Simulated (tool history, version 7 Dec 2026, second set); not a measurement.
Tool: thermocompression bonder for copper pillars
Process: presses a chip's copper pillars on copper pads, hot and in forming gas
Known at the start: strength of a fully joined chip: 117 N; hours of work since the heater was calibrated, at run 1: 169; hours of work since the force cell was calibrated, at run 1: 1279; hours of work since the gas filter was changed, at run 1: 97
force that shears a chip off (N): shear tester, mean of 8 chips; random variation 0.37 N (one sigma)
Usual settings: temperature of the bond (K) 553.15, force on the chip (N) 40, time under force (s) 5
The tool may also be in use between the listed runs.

| run | hour | temperature of the bond (K) | force on the chip (N) | time under force (s) | hours of work since the heater was calibrated | hours of work since the force cell was calibrated | hours of work since the gas filter was changed | force that shears a chip off (N) |
|---|---|---|---|---|---|---|---|---|
| 1 | 0 | 553.15 | 40 | 5 | 169 | 1279 | 97 | 82.6 |
| 2 | 42 | 551.15 | 40 | 5 | 189 | 1299 | 117 | 81.3 |
| 3 | 119.7 | 551.15 | 40 | 5 | 227 | 1336 | 155 | 80.5 |
| 4 | 182.9 | 551.15 | 40 | 5 | 257 | 1367 | 185 | 80.7 |
| 5 | 232.9 | 551.15 | 40 | 5 | 281 | 1391 | 209 | 80.9 |
| 6 | 294.6 | 553.15 | 40 | 5 | 311 | 1421 | 239 | 82 |
| 7 | 361.8 | 553.15 | 40 | 5 | 343 | 1453 | 271 | 81.1 |
| 8 | 399.2 | 553.15 | 40 | 5 | 361 | 1471 | 289 | 81.4 |
| 9 | 461.4 | 553.15 | 40 | 5 | 391 | 1501 | 319 | 80.6 |
|  | 522 | forming gas filter changed |
| 10 | 534.1 | 553.15 | 40 | 5 | 426 | 1535 | 6 | 85.7 |
| 11 | 576.2 | 553.15 | 40 | 5 | 446 | 1556 | 26 | 85.5 |
| 12 | 622.5 | 553.15 | 40 | 5 | 468 | 1578 | 48 | 85.6 |
| 13 | 700.3 | 553.15 | 28 | 5 | 505 | 1615 | 86 | 71.6 |
| 14 | 775.6 | 561.15 | 44 | 5 | 542 | 1652 | 122 | 92.7 |
| 15 | 819.8 | 534.15 | 46 | 5 | 563 | 1673 | 143 | 77.3 |
| 16 | 856 | 575.15 | 31 | 4 | 580 | 1690 | 161 | 83 |
| 17 | 942 | 553.15 | 24 | 5 | 622 | 1732 | 202 | 64 |
|  | 951.8 | heater calibrated with a thermocouple chip |
| 18 | 978.9 | 553.15 | 24 | 5 | 13 | 1748 | 219 | 66.6 |
| 19 | 1019.7 | 553.15 | 24 | 5 | 33 | 1768 | 238 | 67 |
| 20 | 1090.8 | 553.15 | 24 | 5 | 67 | 1802 | 272 | 66.2 |
| 21 | 1138.4 | 553.15 | 24 | 5 | 90 | 1825 | 295 | 66.9 |
|  | 1161.9 | heater calibrated with a thermocouple chip, once more |
| 22 | 1201.5 | 583.15 | 40 | 4 | 19 | 1854 | 325 | 90.8 |
|  | 1246.8 | forming gas filter changed |
| 23 | 1247.4 | 583.15 | 40 | 4 | 41 | 1876 | 0 | 94.4 |
| 24 | 1323.1 | 557.15 | 40 | 9 | 77 | 1913 | 37 | 95.8 |
| 25 | 1361.1 | 557.15 | 40 | 9 | 96 | 1931 | 55 | 95.9 |

Some steps in force that shears a chip off (N) between neighbouring runs. How much of each would the tool show without its hidden state too (settings, what came in, random variation), and how much is left for the hidden state, with any gauge scatter that isn't in both results?
The hidden state here: true temperature of the bond over the reading, C; force that reaches the chip, % of what is set; oxide that the forming gas leaves, % of the face; drift of the gauge itself on shear_n, %.
Run 9 -> 10: forming gas filter changed. force that shears a chip off (N) +5.1: hidden state +4.8, all else +0.3.
Run 13 -> 14: temperature of the bond (K) 553.15 -> 561.15, force on the chip (N) 28 -> 44. force that shears a chip off (N) +21.1: hidden state -0.8, all else +21.9.
Run 21 -> 22: temperature of the bond (K) 553.15 -> 583.15, force on the chip (N) 24 -> 40, time under force (s) 5 -> 4, heater calibrated with a thermocouple chip, once more. force that shears a chip off (N) +23.9: hidden state -8.4, all else +32.3.
